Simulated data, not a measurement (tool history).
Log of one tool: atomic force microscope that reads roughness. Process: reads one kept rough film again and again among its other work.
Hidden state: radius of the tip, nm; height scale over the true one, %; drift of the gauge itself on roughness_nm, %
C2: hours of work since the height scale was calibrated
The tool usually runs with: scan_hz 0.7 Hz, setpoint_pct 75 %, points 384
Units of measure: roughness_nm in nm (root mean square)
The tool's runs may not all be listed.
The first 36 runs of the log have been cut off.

run 37 hour=441.6 | scan_hz=0.671 setpoint_pct=86 points=384 | pictures_with_this_tip=120 C2=232 | roughness_nm=4.594
run 38 hour=455.3 | scan_hz=2.297 setpoint_pct=67 points=403 | pictures_with_this_tip=140 C2=238 | roughness_nm=4.515
run 39 hour=462.5 | scan_hz=0.84 setpoint_pct=75 points=277 | pictures_with_this_tip=150 C2=241 | roughness_nm=4.709
run 40 hour=479.3 | scan_hz=0.84 setpoint_pct=75 points=277 | pictures_with_this_tip=174 C2=248 | roughness_nm=4.697
run 41 hour=489.9 | scan_hz=0.84 setpoint_pct=75 points=277 | pictures_with_this_tip=189 C2=252 | roughness_nm=4.679
run 42 hour=502.2 | scan_hz=1.439 setpoint_pct=75 points=279 | pictures_with_this_tip=207 C2=257 | roughness_nm=4.504
run 43 hour=514.8 | scan_hz=1.439 setpoint_pct=74 points=508 | pictures_with_this_tip=225 C2=262 | roughness_nm=4.569
run 44 hour=522.6 | scan_hz=1.792 setpoint_pct=75 points=320 | pictures_with_this_tip=236 C2=266 | roughness_nm=4.376
run 45 hour=535.5 | scan_hz=1.881 setpoint_pct=66 points=648 | pictures_with_this_tip=254 C2=271 | roughness_nm=4.656
-- hour=550.8 new tip fitted
run 46 hour=552.7 | scan_hz=1.526 setpoint_pct=75 points=619 | pictures_with_this_tip=3 C2=278 | roughness_nm=4.508
run 47 hour=567.2 | scan_hz=1.526 setpoint_pct=75 points=619 | pictures_with_this_tip=23 C2=284 | roughness_nm=4.492
run 48 hour=580 | scan_hz=0.742 setpoint_pct=66 points=284 | pictures_with_this_tip=42 C2=289 | roughness_nm=4.851
run 49 hour=597.7 | scan_hz=1.097 setpoint_pct=66 points=334 | pictures_with_this_tip=67 C2=297 | roughness_nm=4.793
run 50 hour=611.8 | scan_hz=1.097 setpoint_pct=66 points=334 | pictures_with_this_tip=87 C2=303 | roughness_nm=4.778

Forecast each of these 3 alternatives for the next run:
run A hour=621.4 | scan_hz=0.93 setpoint_pct=61 points=334 | pictures_with_this_tip=100 C2=307 | roughness_nm=?
run B hour=621.4 | scan_hz=3.833 setpoint_pct=65 points=573 | pictures_with_this_tip=100 C2=307 | roughness_nm=?
run C hour=621.4 | scan_hz=0.7 setpoint_pct=71 points=384 | pictures_with_this_tip=100 C2=307 | roughness_nm=?

run=A roughness_nm=4.855
run=B roughness_nm=4.299
run=C roughness_nm=4.839
Without the tool's hidden state the same runs would have given:
run=A roughness_nm=4.864
run=B roughness_nm=4.307
run=C roughness_nm=4.849
